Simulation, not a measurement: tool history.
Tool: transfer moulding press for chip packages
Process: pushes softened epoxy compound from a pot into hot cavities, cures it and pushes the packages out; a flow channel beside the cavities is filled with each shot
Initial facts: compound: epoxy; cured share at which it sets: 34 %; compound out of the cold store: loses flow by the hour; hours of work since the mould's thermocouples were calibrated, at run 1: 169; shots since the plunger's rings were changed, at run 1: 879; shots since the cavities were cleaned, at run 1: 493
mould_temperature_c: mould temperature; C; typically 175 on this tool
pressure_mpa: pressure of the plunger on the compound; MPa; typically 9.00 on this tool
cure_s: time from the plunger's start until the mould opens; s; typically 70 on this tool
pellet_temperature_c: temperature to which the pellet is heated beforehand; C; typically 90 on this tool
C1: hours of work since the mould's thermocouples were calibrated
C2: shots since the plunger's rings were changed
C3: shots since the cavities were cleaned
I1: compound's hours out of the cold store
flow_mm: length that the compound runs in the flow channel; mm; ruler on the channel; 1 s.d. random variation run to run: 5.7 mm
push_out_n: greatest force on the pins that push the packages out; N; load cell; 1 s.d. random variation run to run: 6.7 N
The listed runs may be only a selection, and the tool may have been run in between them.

run 1 hour=0.0 | mould_temperature_c=175 pressure_mpa=9.00 cure_s=70 pellet_temperature_c=90 | C1=169 C2=879 C3=493 | I1=31.3 | flow_mm=631 push_out_n=437
-- hour=21.2 cavities cleaned with cleaning compound and waxed
run 2 hour=34.4 | mould_temperature_c=175 pressure_mpa=9.00 cure_s=70 pellet_temperature_c=90 | C1=188 C2=1371 C3=197 | I1=34.6 | flow_mm=602 push_out_n=359
run 3 hour=72.0 | mould_temperature_c=175 pressure_mpa=9.00 cure_s=70 pellet_temperature_c=90 | C1=208 C2=1933 C3=759 | I1=19.1 | flow_mm=663 push_out_n=512
-- hour=76.5 cavities cleaned with cleaning compound and waxed
run 4 hour=113.3 | mould_temperature_c=175 pressure_mpa=9.00 cure_s=70 pellet_temperature_c=90 | C1=231 C2=2529 C3=551 | I1=37.0 | flow_mm=593 push_out_n=432
-- hour=130.8 cavities cleaned with cleaning compound and waxed
run 5 hour=153.3 | mould_temperature_c=175 pressure_mpa=9.00 cure_s=70 pellet_temperature_c=90 | C1=252 C2=3103 C3=336 | I1=16.6 | flow_mm=653 push_out_n=412
-- hour=171.2 plunger's sealing rings changed
-- hour=188.5 cavities cleaned with cleaning compound and waxed
run 6 hour=188.5 | mould_temperature_c=175 pressure_mpa=9.00 cure_s=70 pellet_temperature_c=90 | C1=269 C2=238 C3=0 | I1=11.8 | flow_mm=718 push_out_n=307
run 7 hour=235.1 | mould_temperature_c=175 pressure_mpa=9.00 cure_s=70 pellet_temperature_c=90 | C1=295 C2=934 C3=696 | I1=11.9 | flow_mm=705 push_out_n=523
-- hour=242.8 cavities cleaned with cleaning compound and waxed
run 8 hour=269.0 | mould_temperature_c=175 pressure_mpa=9.00 cure_s=70 pellet_temperature_c=90 | C1=313 C2=1419 C3=393 | I1=9.2 | flow_mm=706 push_out_n=463
-- hour=296.6 cavities cleaned with cleaning compound and waxed
run 9 hour=314.1 | mould_temperature_c=175 pressure_mpa=9.00 cure_s=70 pellet_temperature_c=80 | C1=337 C2=2071 C3=262 | I1=42.8 | flow_mm=592 push_out_n=376
run 10 hour=346.7 | mould_temperature_c=175 pressure_mpa=9.00 cure_s=70 pellet_temperature_c=80 | C1=355 C2=2557 C3=748 | I1=46.6 | flow_mm=569 push_out_n=483
-- hour=350.6 cavities cleaned with cleaning compound and waxed
-- hour=364.1 mould's thermocouples calibrated
run 11 hour=374.2 | mould_temperature_c=175 pressure_mpa=9.00 cure_s=70 pellet_temperature_c=80 | C1=6 C2=2916 C3=322 | I1=34.8 | flow_mm=607 push_out_n=423
-- hour=403.3 plunger's sealing rings changed
-- hour=409.3 cavities cleaned with cleaning compound and waxed
run 12 hour=420.6 | mould_temperature_c=175 pressure_mpa=9.00 cure_s=70 pellet_temperature_c=80 | C1=29 C2=237 C3=169 | I1=44.1 | flow_mm=604 push_out_n=340
run 13 hour=447.8 | mould_temperature_c=175 pressure_mpa=9.00 cure_s=70 pellet_temperature_c=80 | C1=44 C2=643 C3=575 | I1=14.1 | flow_mm=699 push_out_n=511
-- hour=464.7 cavities cleaned with cleaning compound and waxed
-- hour=483.7 mould's thermocouples calibrated, once more
run 14 hour=493.7 | mould_temperature_c=175 pressure_mpa=9.00 cure_s=70 pellet_temperature_c=90 | C1=6 C2=1278 C3=405 | I1=18.7 | flow_mm=679 push_out_n=451
-- hour=521.9 cavities cleaned with cleaning compound and waxed
run 15 hour=521.9 | mould_temperature_c=181 pressure_mpa=8.34 cure_s=76 pellet_temperature_c=94 | C1=20 C2=1677 C3=0 | I1=13.7 | flow_mm=644 push_out_n=209
run 16 hour=552.0 | mould_temperature_c=174 pressure_mpa=8.34 cure_s=76 pellet_temperature_c=94 | C1=37 C2=2126 C3=449 | I1=14.5 | flow_mm=664 push_out_n=394
-- hour=578.4 cavities cleaned with cleaning compound and waxed
run 17 hour=600.5 | mould_temperature_c=175 pressure_mpa=10.48 cure_s=70 pellet_temperature_c=85 | C1=63 C2=2829 C3=330 | I1=23.3 | flow_mm=700 push_out_n=419
-- hour=636.6 plunger's sealing rings changed
-- hour=638.1 cavities cleaned with cleaning compound and waxed
run 18 hour=653.7 | mould_temperature_c=170 pressure_mpa=10.46 cure_s=70 pellet_temperature_c=94 | C1=91 C2=232 C3=232 | I1=22.5 | flow_mm=742 push_out_n=526
-- hour=691.4 cavities cleaned with cleaning compound and waxed
run 19 hour=693.2 | mould_temperature_c=170 pressure_mpa=10.46 cure_s=70 pellet_temperature_c=94 | C1=112 C2=801 C3=27 | I1=11.8 | flow_mm=761 push_out_n=439
run 20 hour=729.7 | mould_temperature_c=175 pressure_mpa=9.00 cure_s=64 pellet_temperature_c=90 | C1=132 C2=1348 C3=574 | I1=8.8 | flow_mm=700 push_out_n=593
-- hour=747.8 cavities cleaned with cleaning compound and waxed
run 21 hour=754.2 | mould_temperature_c=175 pressure_mpa=9.00 cure_s=64 pellet_temperature_c=90 | C1=145 C2=1691 C3=96 | I1=9.7 | flow_mm=705 push_out_n=392
run 22 hour=783.7 | mould_temperature_c=175 pressure_mpa=9.00 cure_s=51 pellet_temperature_c=90 | C1=161 C2=2131 C3=536 | I1=39.9 | flow_mm=590 push_out_n=874
-- hour=803.6 cavities cleaned with cleaning compound and waxed
run 23 hour=832.7 | mould_temperature_c=175 pressure_mpa=10.98 cure_s=51 pellet_temperature_c=82 | C1=188 C2=2842 C3=435 | I1=43.5 | flow_mm=646 push_out_n=848
-- hour=860.2 cavities cleaned with cleaning compound and waxed
-- hour=868.0 plunger's sealing rings changed
run 24 hour=871.1 | mould_temperature_c=175 pressure_mpa=10.98 cure_s=51 pellet_temperature_c=82 | C1=207 C2=47 C3=126 | I1=47.3 | flow_mm=649 push_out_n=677
-- hour=916.5 cavities cleaned with cleaning compound and waxed
run 25 hour=916.5 | mould_temperature_c=175 pressure_mpa=10.98 cure_s=51 pellet_temperature_c=82 | C1=231 C2=703 C3=0 | I1=41.2 | flow_mm=658 push_out_n=565
run 26 hour=944.6 | mould_temperature_c=175 pressure_mpa=10.12 cure_s=70 pellet_temperature_c=96 | C1=247 C2=1123 C3=420 | I1=32.4 | flow_mm=662 push_out_n=394
-- hour=970.6 cavities cleaned with cleaning compound and waxed
run 27 hour=986.0 | mould_temperature_c=178 pressure_mpa=10.35 cure_s=54 pellet_temperature_c=98 | C1=269 C2=1720 C3=232 | I1=12.8 | flow_mm=732 push_out_n=575
run 28 hour=1018.0 | mould_temperature_c=178 pressure_mpa=10.35 cure_s=54 pellet_temperature_c=98 | C1=287 C2=2198 C3=710 | I1=47.3 | flow_mm=599 push_out_n=625

Branching from run 28: 3 alternative next runs. What would each branch give?
-- hour=1026.7 cavities cleaned with cleaning compound and waxed
run A hour=1046.5 | mould_temperature_c=175 pressure_mpa=9.00 cure_s=70 pellet_temperature_c=92 | C1=302 C2=2602 C3=297 | I1=25.2 | flow_mm=? push_out_n=?
-- hour=1026.7 cavities cleaned with cleaning compound and waxed
run B hour=1046.5 | mould_temperature_c=175 pressure_mpa=9.16 cure_s=70 pellet_temperature_c=90 | C1=302 C2=2602 C3=297 | I1=11.8 | flow_mm=? push_out_n=?
-- hour=1026.7 cavities cleaned with cleaning compound and waxed
run C hour=1046.5 | mould_temperature_c=178 pressure_mpa=10.35 cure_s=82 pellet_temperature_c=90 | C1=302 C2=2602 C3=297 | I1=38.8 | flow_mm=? push_out_n=?

run=A flow_mm=636 push_out_n=394
run=B flow_mm=685 push_out_n=402
run=C flow_mm=615 push_out_n=296
Take away the tool's hidden state, keep each run's random variation, and the runs would have read:
run=A flow_mm=661 push_out_n=279
run=B flow_mm=713 push_out_n=282
run=C flow_mm=639 push_out_n=210
